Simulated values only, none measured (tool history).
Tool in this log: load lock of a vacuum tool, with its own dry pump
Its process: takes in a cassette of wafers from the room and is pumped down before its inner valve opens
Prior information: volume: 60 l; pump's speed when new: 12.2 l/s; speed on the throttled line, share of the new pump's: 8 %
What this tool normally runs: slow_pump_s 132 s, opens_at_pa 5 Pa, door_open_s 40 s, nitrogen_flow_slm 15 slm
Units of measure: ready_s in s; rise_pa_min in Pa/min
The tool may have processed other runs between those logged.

run,day,slow_pump_s,opens_at_pa,door_open_s,nitrogen_flow_slm,"incoming humidity of the room's air, %",ready_s,rise_pa_min
1,0,132,5,40,15,42,175,0.06
2,11.638,132,5,40,15,40.9,175.6,0.065
3,31.588,132,5,40,15,47.6,175.2,0.082
4,45.917,132,5,40,15,47.2,175.2,0.094
5,58.617,132,5,40,15,45.6,175.4,0.105
6,69.462,132,5,40,15,42.1,176.1,0.099
# day 78.925: dry pump taken out, an overhauled one fitted
7,87.646,132,7,40,15,43.4,168.1,0.115
8,107.588,132,7,40,15,46.3,168.5,0.137
9,127.088,132,6,40,15,47.1,169.8,0.16
10,138.292,132,6,40,15,44.8,168.8,0.169
11,149.75,132,6,40,15,44.1,169.6,0.175
12,174.508,99,5,40,15,45.1,140.6,0.206
13,191.704,132,5,40,15,42.6,170.5,0.224
14,210.342,132,5,40,27,41.1,171.4,0.244
15,223.646,132,5,40,27,39.3,170.7,0.253
16,245.408,132,5,40,15,48.5,171.2,0.301
17,265.729,132,5,40,15,45.6,171.2,0.325
18,283.175,132,5,40,15,44.9,171.4,0.341
19,300.825,132,5,40,15,45.8,171.8,0.378
20,319.333,84,9,37,16,46.7,125.1,0.402
21,339.375,219,9,28,6,43.1,247.6,0.421
22,357.871,219,9,28,6,44.9,248.7,0.451
23,375.371,132,5,85,15,45,172.3,0.502
24,400.117,217,4,26,34,43.9,251.9,0.515
25,421.071,76,10,30,34,44.7,118.4,0.546
# day 424.783: door's seal changed, seat wiped
26,440.346,76,7,77,34,45.9,119.7,0.034
27,463.462,132,5,40,21,42.5,173.7,0.044
28,475.121,132,5,40,21,46.8,173.9,0.043
29,494.638,130,5,43,43,47,172.1,0.052
30,511.479,132,4,56,9,39.8,175.2,0.076
31,534.104,132,5,56,6,42.4,174.3,0.093
32,556.517,204,10,31,10,46.6,236.1,0.098
33,570.517,112,6,73,15,46.3,156.2,0.124
34,587.208,132,5,159,15,44.4,174.5,0.161
35,609.825,132,5,159,15,45.2,175,0.177
36,620.062,132,5,159,10,48.2,175,0.205

Consider 3 possible next runs. They are alternatives, not a sequence: every one starts from the tool as it was left by run 36. What does each give?
A,636.212,132,4,90,24,40.9,?,?
B,636.212,132,5,76,10,44.5,?,?
C,636.212,132,6,159,20,42.5,?,?

run,ready_s,rise_pa_min
A,176.3,0.172
B,175,0.185
C,174.9,0.197
Stripped of hidden state, with their random variation kept, the same runs would have yielded:
run,ready_s,rise_pa_min
A,170.7,0.033
B,169.6,0.046
C,169.7,0.056

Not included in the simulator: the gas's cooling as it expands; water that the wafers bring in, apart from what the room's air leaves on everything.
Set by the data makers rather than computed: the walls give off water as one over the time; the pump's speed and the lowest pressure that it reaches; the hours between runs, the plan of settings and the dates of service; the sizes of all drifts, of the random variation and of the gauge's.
